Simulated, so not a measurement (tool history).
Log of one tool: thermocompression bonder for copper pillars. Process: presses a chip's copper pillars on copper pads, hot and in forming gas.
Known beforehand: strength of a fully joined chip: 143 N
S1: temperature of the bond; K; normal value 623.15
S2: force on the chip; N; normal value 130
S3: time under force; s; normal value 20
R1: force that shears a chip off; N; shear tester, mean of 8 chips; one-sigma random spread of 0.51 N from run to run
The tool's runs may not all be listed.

Run 1, hour 0.0: usual settings. Result: R1 61.6 N.
Run 2, hour 16.4: usual settings. Result: R1 62.0 N.
Run 3, hour 43.9: usual settings. Result: R1 61.7 N.
Run 4, hour 77.2: usual settings. Result: R1 62.4 N.
Run 5, hour 94.1: usual settings. Result: R1 61.7 N.
At hour 106.7: forming gas filter changed.
Run 6, hour 127.3: usual settings. Result: R1 61.3 N.
Run 7, hour 149.5: usual settings. Result: R1 61.7 N.
Run 8, hour 183.0: usual settings but S1 638.15 K. Result: R1 67.6 N.
Run 9, hour 208.4: usual settings but S1 638.15 K. Result: R1 68.6 N.
Run 10, hour 236.3: usual settings but S1 638.15 K. Result: R1 69.2 N.
Run 11, hour 255.0: usual settings but S1 638.15 K, S3 14 s. Result: R1 61.0 N.
Run 12, hour 286.0: usual settings but S1 638.15 K, S3 14 s. Result: R1 60.6 N.
At hour 291.7: forming gas filter changed.
Run 13, hour 319.0: usual settings but S1 638.15 K, S3 14 s. Result: R1 60.2 N.
Run 14, hour 334.8: usual settings but S1 638.15 K, S3 14 s. Result: R1 60.4 N.
Run 15, hour 354.1: usual settings but S1 638.15 K, S3 14 s. Result: R1 60.9 N.
Run 16, hour 372.8: usual settings but S2 125 N. Result: R1 59.4 N.
Run 17, hour 404.8: usual settings but S1 605.15 K. Result: R1 54.3 N.
Run 18, hour 424.3: usual settings but S1 605.15 K, S3 34 s. Result: R1 65.4 N.
Run 19, hour 455.5: usual settings but S1 605.15 K, S3 34 s. Result: R1 65.5 N.
At hour 474.5: forming gas filter changed.
Run 20, hour 487.2: usual settings but S1 649.15 K, S2 121 N, S3 27 s. Result: R1 77.7 N.
Run 21, hour 500.8: usual settings but S1 649.15 K, S2 121 N, S3 27 s. Result: R1 78.0 N.
Run 22, hour 522.1: usual settings but S1 649.15 K, S2 121 N, S3 27 s. Result: R1 77.3 N.
Run 23, hour 547.7: usual settings but S1 637.15 K, S2 141 N, S3 24 s. Result: R1 77.4 N.
Run 24, hour 563.4: usual settings but S1 637.15 K, S2 141 N, S3 24 s. Result: R1 78.5 N.
Run 25, hour 582.8: usual settings but S1 649.15 K, S2 93 N. Result: R1 56.1 N.
Run 26, hour 613.2: usual settings but S1 649.15 K, S2 93 N. Result: R1 55.7 N.
Run 27, hour 627.1: usual settings but S1 641.15 K, S2 93 N. Result: R1 53.1 N.
Run 28, hour 649.6: usual settings but S1 641.15 K, S2 93 N. Result: R1 53.3 N.
At hour 658.4: forming gas filter changed.
Run 29, hour 683.4: usual settings but S1 630.15 K, S2 93 N, S3 42 s. Result: R1 65.0 N.

The next listed run, before its measurement:
Run 30, hour 711.8: usual settings but S1 630.15 K, S2 93 N, S3 42 s. Result: R1 ?.

{"run 30": {"R1": 64.6}}
With the hidden condition absent and the run-to-run variation left alone, this run would have shown R1 64.3 N.
